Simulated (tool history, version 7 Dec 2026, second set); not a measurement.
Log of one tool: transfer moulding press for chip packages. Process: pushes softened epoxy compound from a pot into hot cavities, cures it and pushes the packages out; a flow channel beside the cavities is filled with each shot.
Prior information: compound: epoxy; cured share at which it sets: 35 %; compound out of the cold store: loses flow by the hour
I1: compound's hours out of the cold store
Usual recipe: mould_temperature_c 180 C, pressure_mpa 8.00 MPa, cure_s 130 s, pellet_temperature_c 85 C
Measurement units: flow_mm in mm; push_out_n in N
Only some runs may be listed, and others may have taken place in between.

{"run": 1, "day": 0.0, "mould_temperature_c": 180, "pressure_mpa": 8.0, "cure_s": 130, "pellet_temperature_c": 85, "I1": 23.5, "flow_mm": 790, "push_out_n": 169}
{"run": 2, "day": 1.262, "mould_temperature_c": 180, "pressure_mpa": 8.0, "cure_s": 130, "pellet_temperature_c": 93, "I1": 32.6, "flow_mm": 777, "push_out_n": 249}
{"run": 3, "day": 3.796, "mould_temperature_c": 180, "pressure_mpa": 8.0, "cure_s": 130, "pellet_temperature_c": 93, "I1": 12.3, "flow_mm": 799, "push_out_n": 316}
{"day": 4.854, "done": "cavities cleaned with cleaning compound and waxed"}
{"run": 4, "day": 5.317, "mould_temperature_c": 180, "pressure_mpa": 8.0, "cure_s": 130, "pellet_temperature_c": 93, "I1": 44.8, "flow_mm": 744, "push_out_n": 195}
{"day": 6.417, "done": "mould's thermocouples calibrated"}
{"run": 5, "day": 7.504, "mould_temperature_c": 180, "pressure_mpa": 8.0, "cure_s": 130, "pellet_temperature_c": 85, "I1": 37.4, "flow_mm": 755, "push_out_n": 268}
{"day": 9.758, "done": "cavities cleaned with cleaning compound and waxed"}
{"run": 6, "day": 10.117, "mould_temperature_c": 180, "pressure_mpa": 8.0, "cure_s": 130, "pellet_temperature_c": 85, "I1": 42.8, "flow_mm": 742, "push_out_n": 192}
{"run": 7, "day": 12.5, "mould_temperature_c": 180, "pressure_mpa": 8.0, "cure_s": 130, "pellet_temperature_c": 85, "I1": 17.7, "flow_mm": 771, "push_out_n": 291}
{"day": 13.796, "done": "mould's thermocouples calibrated, once more"}
{"day": 14.75, "done": "cavities cleaned with cleaning compound and waxed"}
{"run": 8, "day": 14.771, "mould_temperature_c": 180, "pressure_mpa": 8.0, "cure_s": 130, "pellet_temperature_c": 85, "I1": 39.5, "flow_mm": 728, "push_out_n": 172}
{"run": 9, "day": 17.667, "mould_temperature_c": 180, "pressure_mpa": 8.18, "cure_s": 130, "pellet_temperature_c": 85, "I1": 11.4, "flow_mm": 774, "push_out_n": 293}
{"run": 10, "day": 19.4, "mould_temperature_c": 180, "pressure_mpa": 8.18, "cure_s": 130, "pellet_temperature_c": 85, "I1": 17.5, "flow_mm": 760, "push_out_n": 334}
{"day": 19.7, "done": "cavities cleaned with cleaning compound and waxed"}
{"run": 11, "day": 21.633, "mould_temperature_c": 180, "pressure_mpa": 7.88, "cure_s": 130, "pellet_temperature_c": 85, "I1": 10.2, "flow_mm": 751, "push_out_n": 268}
{"run": 12, "day": 23.154, "mould_temperature_c": 180, "pressure_mpa": 8.0, "cure_s": 130, "pellet_temperature_c": 85, "I1": 11.7, "flow_mm": 760, "push_out_n": 314}
{"day": 24.654, "done": "cavities cleaned with cleaning compound and waxed"}
{"run": 13, "day": 25.65, "mould_temperature_c": 180, "pressure_mpa": 8.0, "cure_s": 130, "pellet_temperature_c": 85, "I1": 29.8, "flow_mm": 719, "push_out_n": 228}
{"day": 25.996, "done": "plunger's sealing rings changed"}
{"run": 14, "day": 27.392, "mould_temperature_c": 180, "pressure_mpa": 8.0, "cure_s": 130, "pellet_temperature_c": 85, "I1": 39.6, "flow_mm": 782, "push_out_n": 285}
{"day": 29.6, "done": "cavities cleaned with cleaning compound and waxed"}
{"run": 15, "day": 30.271, "mould_temperature_c": 188, "pressure_mpa": 8.0, "cure_s": 111, "pellet_temperature_c": 76, "I1": 17.8, "flow_mm": 791, "push_out_n": 206}
{"run": 16, "day": 31.708, "mould_temperature_c": 178, "pressure_mpa": 6.39, "cure_s": 118, "pellet_temperature_c": 85, "I1": 26.2, "flow_mm": 717, "push_out_n": 334}
{"run": 17, "day": 33.379, "mould_temperature_c": 178, "pressure_mpa": 6.39, "cure_s": 118, "pellet_temperature_c": 86, "I1": 28.2, "flow_mm": 713, "push_out_n": 370}
{"day": 34.496, "done": "cavities cleaned with cleaning compound and waxed"}
{"run": 18, "day": 35.054, "mould_temperature_c": 178, "pressure_mpa": 6.39, "cure_s": 118, "pellet_temperature_c": 86, "I1": 42.0, "flow_mm": 681, "push_out_n": 239}
{"day": 37.771, "done": "mould's thermocouples calibrated"}
{"run": 19, "day": 37.842, "mould_temperature_c": 184, "pressure_mpa": 6.85, "cure_s": 167, "pellet_temperature_c": 94, "I1": 29.4, "flow_mm": 703, "push_out_n": 280}
{"day": 39.475, "done": "cavities cleaned with cleaning compound and waxed"}
{"run": 20, "day": 40.146, "mould_temperature_c": 181, "pressure_mpa": 8.0, "cure_s": 130, "pellet_temperature_c": 85, "I1": 39.6, "flow_mm": 741, "push_out_n": 215}
{"run": 21, "day": 41.321, "mould_temperature_c": 181, "pressure_mpa": 8.72, "cure_s": 128, "pellet_temperature_c": 85, "I1": 46.3, "flow_mm": 759, "push_out_n": 268}
{"run": 22, "day": 43.121, "mould_temperature_c": 178, "pressure_mpa": 8.72, "cure_s": 120, "pellet_temperature_c": 85, "I1": 44.6, "flow_mm": 766, "push_out_n": 376}
{"day": 44.288, "done": "cavities cleaned with cleaning compound and waxed"}
{"run": 23, "day": 44.742, "mould_temperature_c": 180, "pressure_mpa": 7.43, "cure_s": 123, "pellet_temperature_c": 76, "I1": 8.8, "flow_mm": 768, "push_out_n": 224}
{"run": 24, "day": 46.8, "mould_temperature_c": 179, "pressure_mpa": 7.58, "cure_s": 170, "pellet_temperature_c": 80, "I1": 41.0, "flow_mm": 702, "push_out_n": 271}
{"day": 49.162, "done": "cavities cleaned with cleaning compound and waxed"}
{"run": 25, "day": 49.417, "mould_temperature_c": 183, "pressure_mpa": 7.58, "cure_s": 170, "pellet_temperature_c": 93, "I1": 44.0, "flow_mm": 691, "push_out_n": 171}
{"run": 26, "day": 50.992, "mould_temperature_c": 180, "pressure_mpa": 9.23, "cure_s": 158, "pellet_temperature_c": 85, "I1": 47.1, "flow_mm": 750, "push_out_n": 244}
{"run": 27, "day": 53.546, "mould_temperature_c": 180, "pressure_mpa": 9.23, "cure_s": 158, "pellet_temperature_c": 85, "I1": 36.6, "flow_mm": 770, "push_out_n": 318}

Forecast each of these 3 alternatives for the next run:
{"day": 54.038, "done": "cavities cleaned with cleaning compound and waxed"}
{"run": "A", "day": 55.788, "mould_temperature_c": 180, "pressure_mpa": 7.3, "cure_s": 122, "pellet_temperature_c": 82, "I1": 16.6, "flow_mm": "?", "push_out_n": "?"}
{"day": 54.038, "done": "cavities cleaned with cleaning compound and waxed"}
{"run": "B", "day": 55.788, "mould_temperature_c": 180, "pressure_mpa": 9.23, "cure_s": 124, "pellet_temperature_c": 79, "I1": 10.0, "flow_mm": "?", "push_out_n": "?"}
{"day": 54.038, "done": "cavities cleaned with cleaning compound and waxed"}
{"run": "C", "day": 55.788, "mould_temperature_c": 180, "pressure_mpa": 7.78, "cure_s": 130, "pellet_temperature_c": 85, "I1": 27.2, "flow_mm": "?", "push_out_n": "?"}

run=A flow_mm=704 push_out_n=279
run=B flow_mm=807 push_out_n=286
run=C flow_mm=709 push_out_n=273
Take away the tool's hidden state, keep each run's random variation, and the runs would have read:
run=A flow_mm=795 push_out_n=183
run=B flow_mm=910 push_out_n=192
run=C flow_mm=801 push_out_n=182
